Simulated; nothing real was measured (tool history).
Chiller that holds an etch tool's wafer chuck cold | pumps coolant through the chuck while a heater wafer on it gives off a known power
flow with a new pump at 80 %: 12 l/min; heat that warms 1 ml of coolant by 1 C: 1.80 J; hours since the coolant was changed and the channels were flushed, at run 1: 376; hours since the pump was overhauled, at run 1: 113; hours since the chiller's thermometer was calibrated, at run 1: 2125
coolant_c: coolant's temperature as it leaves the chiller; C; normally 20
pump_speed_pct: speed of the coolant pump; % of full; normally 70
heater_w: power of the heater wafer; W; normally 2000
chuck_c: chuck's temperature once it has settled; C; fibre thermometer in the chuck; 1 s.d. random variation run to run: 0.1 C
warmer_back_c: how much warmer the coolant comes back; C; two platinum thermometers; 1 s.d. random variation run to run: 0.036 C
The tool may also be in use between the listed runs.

run,day,coolant_c,pump_speed_pct,heater_w,hours since the coolant was changed and the channels were flushed,hours since the pump was overhauled,hours since the chiller's thermometer was calibrated,chuck_c,warmer_back_c
1,0.000,20,70,2000,376,113,2125,36.3,6.32
2,2.188,22,70,2000,428,166,2177,38.6,6.32
3,3.504,22,70,2000,460,197,2209,38.4,6.35
4,5.188,22,70,2000,500,238,2250,38.4,6.40
5,7.404,22,70,2000,554,291,2303,38.4,6.35
6,8.946,24,70,2000,591,328,2340,40.6,6.38
7,11.483,20,70,1833,651,389,2401,35.1,5.81
8,13.600,20,70,1833,702,440,2451,35.0,5.82
9,15.121,20,70,1833,739,476,2488,35.2,5.87
10,17.042,20,70,1833,785,522,2534,35.1,5.81
11,19.650,20,70,1664,847,585,2597,33.7,5.33
12,21.817,27,70,2000,899,637,2649,43.6,6.39
13,23.104,27,70,2000,930,668,2679,43.6,6.39
14,24.621,27,70,2000,967,704,2716,43.7,6.37
15,27.062,27,70,2000,1025,763,2774,43.7,6.42
16,29.496,27,70,2000,1084,821,2833,43.7,6.42
17,30.738,24,83,1428,1114,851,2863,34.5,3.86
18,33.400,24,83,1428,1177,915,2927,34.5,3.88

Forecast run 19:
19,35.362,12,70,1090,1225,962,2974,?,?

Logged for run 19: chuck_c 20.9 C, warmer_back_c 3.49 C.
Minus the tool's unlogged condition, the same run would have read chuck_c 20.9 C, warmer_back_c 3.46 C.

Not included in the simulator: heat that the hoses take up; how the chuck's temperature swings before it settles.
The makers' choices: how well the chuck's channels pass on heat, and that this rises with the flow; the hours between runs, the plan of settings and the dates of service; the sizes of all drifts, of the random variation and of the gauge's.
